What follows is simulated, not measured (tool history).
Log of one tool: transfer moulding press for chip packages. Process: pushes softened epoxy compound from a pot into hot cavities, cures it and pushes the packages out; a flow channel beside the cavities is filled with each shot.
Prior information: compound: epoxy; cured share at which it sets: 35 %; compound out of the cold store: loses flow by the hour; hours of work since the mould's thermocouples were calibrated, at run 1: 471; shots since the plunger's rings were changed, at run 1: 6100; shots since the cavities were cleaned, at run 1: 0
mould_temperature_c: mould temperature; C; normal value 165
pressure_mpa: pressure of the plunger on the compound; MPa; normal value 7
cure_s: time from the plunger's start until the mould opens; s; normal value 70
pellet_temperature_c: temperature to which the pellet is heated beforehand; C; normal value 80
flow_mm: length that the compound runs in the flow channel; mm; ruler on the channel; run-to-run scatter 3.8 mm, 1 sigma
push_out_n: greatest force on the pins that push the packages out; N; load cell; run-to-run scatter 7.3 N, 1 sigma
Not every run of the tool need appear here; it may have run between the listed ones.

run	hour	mould_temperature_c	pressure_mpa	cure_s	pellet_temperature_c	hours of work since the mould's thermocouples were calibrated	shots since the plunger's rings were changed	shots since the cavities were cleaned	incoming compound's hours out of the cold store	flow_mm	push_out_n
1	0	165	7	70	80	471	6100	0	45.1	459	340
# hour 24.3: plunger's sealing rings changed
# hour 52.2: cavities cleaned with cleaning compound and waxed
2	56.7	165	7	70	80	494	315	46	46.7	472	340
# hour 104.7: cavities cleaned with cleaning compound and waxed
3	110.3	165	7	70	80	516	845	57	46	461	347
# hour 155.7: cavities cleaned with cleaning compound and waxed
4	170.4	165	7	70	80	541	1442	150	39.2	478	375
5	199.1	165	7	70	80	554	1734	442	25.3	513	455
# hour 208.2: cavities cleaned with cleaning compound and waxed
6	252.8	165	7	70	72	576	2265	453	32.1	497	446
# hour 258.8: cavities cleaned with cleaning compound and waxed
7	300.6	165	7	70	72	596	2737	425	27.9	503	466
# hour 313.3: cavities cleaned with cleaning compound and waxed
8	354.8	167	7	70	80	618	3274	423	16.3	527	399
# hour 367.8: cavities cleaned with cleaning compound and waxed
9	406.9	165	7	70	80	640	3789	398	31.6	493	441
# hour 417.6: cavities cleaned with cleaning compound and waxed
10	446	165	7	70	80	656	4172	290	31.5	496	424
# hour 470.5: cavities cleaned with cleaning compound and waxed
11	501.6	165	7	70	82	680	4723	316	10.7	544	467
# hour 520.4: cavities cleaned with cleaning compound and waxed
12	550.9	165	7	70	80	700	5209	309	30.9	488	426
# hour 569.6: cavities cleaned with cleaning compound and waxed
13	610.6	165	7	70	80	725	5802	417	47	456	422
# hour 619.9: cavities cleaned with cleaning compound and waxed
14	657.5	165	5.31	70	80	745	6265	383	31	418	453
# hour 666.4: plunger's sealing rings changed
# hour 671.6: cavities cleaned with cleaning compound and waxed
15	689.3	163	7	52	79	756	218	181	9.8	574	1036
16	717.9	171	7	52	82	769	509	472	38.4	469	585
# hour 724.7: cavities cleaned with cleaning compound and waxed
17	765.9	167	6.3	84	76	789	983	420	45	445	341
# hour 777.2: cavities cleaned with cleaning compound and waxed
18	810.1	167	6.3	84	76	807	1417	335	41.3	445	312
# hour 826.9: cavities cleaned with cleaning compound and waxed
19	854	169	8.22	103	76	825	1849	276	46.4	491	281
# hour 879.5: cavities cleaned with cleaning compound and waxed
20	902.9	165	7	70	78	846	2331	237	46.4	463	407
# hour 910.2: mould's thermocouples calibrated
# hour 931.7: cavities cleaned with cleaning compound and waxed
21	931.7	165	7	70	78	9	2590	0	17.9	525	328
22	971.5	160	5.69	100	85	26	2995	405	47.9	421	322
# hour 982.9: cavities cleaned with cleaning compound and waxed
23	1025.6	160	7.44	100	88	48	3530	434	17.9	552	322
# hour 1035: cavities cleaned with cleaning compound and waxed
24	1078.5	160	7.44	100	88	70	4054	444	25.2	530	322
# hour 1088.3: cavities cleaned with cleaning compound and waxed
25	1127.2	161	5.88	98	90	91	4534	396	26.6	465	319
# hour 1138.5: cavities cleaned with cleaning compound and waxed
26	1165.6	161	5.88	98	90	106	4911	277	18.4	486	310
# hour 1187.8: cavities cleaned with cleaning compound and waxed
27	1202.6	161	5.88	98	90	122	5272	151	15.9	488	288

For each entry between runs, how does the tool's hidden state at the last listed run before it compare with that at the first listed run after it?
Run 1 -> run 2: plunger's sealing rings changed (hour 24.3); cavities cleaned with cleaning compound and waxed (hour 52.2)
  true mould temperature over the reading, C: -1.38 -> -1.44; pressure that reaches the compound, % of what is set: 90.25 -> 99.03; grip of the stained cavities, % over clean ones': 1.1 -> 6.7
  difference, measured minus the result without the unlogged condition, flow_mm: -20 -> +1 mm; push_out_n: +29 -> +47 N
Run 2 -> run 3: cavities cleaned with cleaning compound and waxed (hour 104.7)
  true mould temperature over the reading, C: -1.44 -> -1.49; pressure that reaches the compound, % of what is set: 99.03 -> 98.21; grip of the stained cavities, % over clean ones': 6.7 -> 7.3
  difference, measured minus the result without the unlogged condition, flow_mm: +1 -> -1 mm; push_out_n: +47 -> +51 N
Run 3 -> run 4: cavities cleaned with cleaning compound and waxed (hour 155.7)
  true mould temperature over the reading, C: -1.49 -> -1.55; pressure that reaches the compound, % of what is set: 98.21 -> 97.36; grip of the stained cavities, % over clean ones': 7.3 -> 12.9
  difference, measured minus the result without the unlogged condition, flow_mm: -1 -> -2 mm; push_out_n: +51 -> +72 N
Run 5 -> run 6: cavities cleaned with cleaning compound and waxed (hour 208.2)
  true mould temperature over the reading, C: -1.57 -> -1.63; pressure that reaches the compound, % of what is set: 96.91 -> 96.07; grip of the stained cavities, % over clean ones': 29.3 -> 29.6
  difference, measured minus the result without the unlogged condition, flow_mm: -3 -> -5 mm; push_out_n: +139 -> +138 N
Run 6 -> run 7: cavities cleaned with cleaning compound and waxed (hour 258.8)
  true mould temperature over the reading, C: -1.63 -> -1.67; pressure that reaches the compound, % of what is set: 96.07 -> 95.34; grip of the stained cavities, % over clean ones': 29.6 -> 30.1
  difference, measured minus the result without the unlogged condition, flow_mm: -5 -> -7 mm; push_out_n: +138 -> +145 N
Run 7 -> run 8: cavities cleaned with cleaning compound and waxed (hour 313.3)
  true mould temperature over the reading, C: -1.67 -> -1.72; pressure that reaches the compound, % of what is set: 95.34 -> 94.49; grip of the stained cavities, % over clean ones': 30.1 -> 27.1
  difference, measured minus the result without the unlogged condition, flow_mm: -7 -> -10 mm; push_out_n: +145 -> +115 N
Run 8 -> run 9: cavities cleaned with cleaning compound and waxed (hour 367.8)
  true mould temperature over the reading, C: -1.72 -> -1.77; pressure that reaches the compound, % of what is set: 94.49 -> 93.7; grip of the stained cavities, % over clean ones': 27.1 -> 26.6
  difference, measured minus the result without the unlogged condition, flow_mm: -10 -> -11 mm; push_out_n: +115 -> +129 N
Run 9 -> run 10: cavities cleaned with cleaning compound and waxed (hour 417.6)
  true mould temperature over the reading, C: -1.77 -> -1.81; pressure that reaches the compound, % of what is set: 93.7 -> 93.15; grip of the stained cavities, % over clean ones': 26.6 -> 23
  difference, measured minus the result without the unlogged condition, flow_mm: -11 -> -12 mm; push_out_n: +129 -> +118 N
Run 10 -> run 11: cavities cleaned with cleaning compound and waxed (hour 470.5)
  true mould temperature over the reading, C: -1.81 -> -1.86; pressure that reaches the compound, % of what is set: 93.15 -> 92.33; grip of the stained cavities, % over clean ones': 23 -> 23.1
  difference, measured minus the result without the unlogged condition, flow_mm: -12 -> -15 mm; push_out_n: +118 -> +138 N
Run 11 -> run 12: cavities cleaned with cleaning compound and waxed (hour 520.4)
  true mould temperature over the reading, C: -1.86 -> -1.91; pressure that reaches the compound, % of what is set: 92.33 -> 91.56; grip of the stained cavities, % over clean ones': 23.1 -> 22.5
  difference, measured minus the result without the unlogged condition, flow_mm: -15 -> -16 mm; push_out_n: +138 -> +120 N
Run 12 -> run 13: cavities cleaned with cleaning compound and waxed (hour 569.6)
  true mould temperature over the reading, C: -1.91 -> -1.97; pressure that reaches the compound, % of what is set: 91.56 -> 90.71; grip of the stained cavities, % over clean ones': 22.5 -> 27.7
  difference, measured minus the result without the unlogged condition, flow_mm: -16 -> -18 mm; push_out_n: +120 -> +129 N
Run 13 -> run 14: cavities cleaned with cleaning compound and waxed (hour 619.9)
  true mould temperature over the reading, C: -1.97 -> -2.01; pressure that reaches the compound, % of what is set: 90.71 -> 89.97; grip of the stained cavities, % over clean ones': 27.7 -> 26.7
  difference, measured minus the result without the unlogged condition, flow_mm: -18 -> -17 mm; push_out_n: +129 -> +139 N
Run 14 -> run 15: plunger's sealing rings changed (hour 666.4); cavities cleaned with cleaning compound and waxed (hour 671.6)
  true mould temperature over the reading, C: -2.01 -> -2.04; pressure that reaches the compound, % of what is set: 89.97 -> 99.18; grip of the stained cavities, % over clean ones': 26.7 -> 14.5
  difference, measured minus the result without the unlogged condition, flow_mm: -17 -> +5 mm; push_out_n: +139 -> +233 N
Run 16 -> run 17: cavities cleaned with cleaning compound and waxed (hour 724.7)
  true mould temperature over the reading, C: -2.06 -> -2.11; pressure that reaches the compound, % of what is set: 98.71 -> 97.97; grip of the stained cavities, % over clean ones': 29.5 -> 28.7
  difference, measured minus the result without the unlogged condition, flow_mm: +2 -> +1 mm; push_out_n: +198 -> +82 N
Run 17 -> run 18: cavities cleaned with cleaning compound and waxed (hour 777.2)
  true mould temperature over the reading, C: -2.11 -> -2.15; pressure that reaches the compound, % of what is set: 97.97 -> 97.3; grip of the stained cavities, % over clean ones': 28.7 -> 25.1
  difference, measured minus the result without the unlogged condition, flow_mm: +1 -> +0 mm; push_out_n: +82 -> +72 N
Run 18 -> run 19: cavities cleaned with cleaning compound and waxed (hour 826.9)
  true mould temperature over the reading, C: -2.15 -> -2.19; pressure that reaches the compound, % of what is set: 97.3 -> 96.62; grip of the stained cavities, % over clean ones': 25.1 -> 21.2
  difference, measured minus the result without the unlogged condition, flow_mm: +0 -> -3 mm; push_out_n: +72 -> +50 N
Run 19 -> run 20: cavities cleaned with cleaning compound and waxed (hour 879.5)
  true mould temperature over the reading, C: -2.19 -> -2.24; pressure that reaches the compound, % of what is set: 96.62 -> 95.87; grip of the stained cavities, % over clean ones': 21.2 -> 21
  difference, measured minus the result without the unlogged condition, flow_mm: -3 -> -4 mm; push_out_n: +50 -> +114 N
Run 20 -> run 21: mould's thermocouples calibrated (hour 910.2); cavities cleaned with cleaning compound and waxed (hour 931.7)
  true mould temperature over the reading, C: -2.24 -> -0.26; pressure that reaches the compound, % of what is set: 95.87 -> 95.49; grip of the stained cavities, % over clean ones': 21 -> 0.8
  difference, measured minus the result without the unlogged condition, flow_mm: -4 -> -11 mm; push_out_n: +114 -> +8 N
Run 22 -> run 23: cavities cleaned with cleaning compound and waxed (hour 982.9)
  true mould temperature over the reading, C: -0.3 -> -0.36; pressure that reaches the compound, % of what is set: 94.87 -> 94.03; grip of the stained cavities, % over clean ones': 26.5 -> 29.7
  difference, measured minus the result without the unlogged condition, flow_mm: -10 -> -16 mm; push_out_n: +70 -> +78 N
Run 23 -> run 24: cavities cleaned with cleaning compound and waxed (hour 1035)
  true mould temperature over the reading, C: -0.36 -> -0.41; pressure that reaches the compound, % of what is set: 94.03 -> 93.32; grip of the stained cavities, % over clean ones': 29.7 -> 32.4
  difference, measured minus the result without the unlogged condition, flow_mm: -16 -> -17 mm; push_out_n: +78 -> +82 N
Run 24 -> run 25: cavities cleaned with cleaning compound and waxed (hour 1088.3)
  true mould temperature over the reading, C: -0.41 -> -0.46; pressure that reaches the compound, % of what is set: 93.32 -> 92.59; grip of the stained cavities, % over clean ones': 32.4 -> 26.9
  difference, measured minus the result without the unlogged condition, flow_mm: -17 -> -17 mm; push_out_n: +82 -> +71 N
Run 25 -> run 26: cavities cleaned with cleaning compound and waxed (hour 1138.5)
  true mould temperature over the reading, C: -0.46 -> -0.49; pressure that reaches the compound, % of what is set: 92.59 -> 92.05; grip of the stained cavities, % over clean ones': 26.9 -> 21.6
  difference, measured minus the result without the unlogged condition, flow_mm: -17 -> -18 mm; push_out_n: +71 -> +58 N
Run 26 -> run 27: cavities cleaned with cleaning compound and waxed (hour 1187.8)
  true mould temperature over the reading, C: -0.49 -> -0.53; pressure that reaches the compound, % of what is set: 92.05 -> 91.52; grip of the stained cavities, % over clean ones': 21.6 -> 12.4
  difference, measured minus the result without the unlogged condition, flow_mm: -18 -> -20 mm; push_out_n: +58 -> +35 N

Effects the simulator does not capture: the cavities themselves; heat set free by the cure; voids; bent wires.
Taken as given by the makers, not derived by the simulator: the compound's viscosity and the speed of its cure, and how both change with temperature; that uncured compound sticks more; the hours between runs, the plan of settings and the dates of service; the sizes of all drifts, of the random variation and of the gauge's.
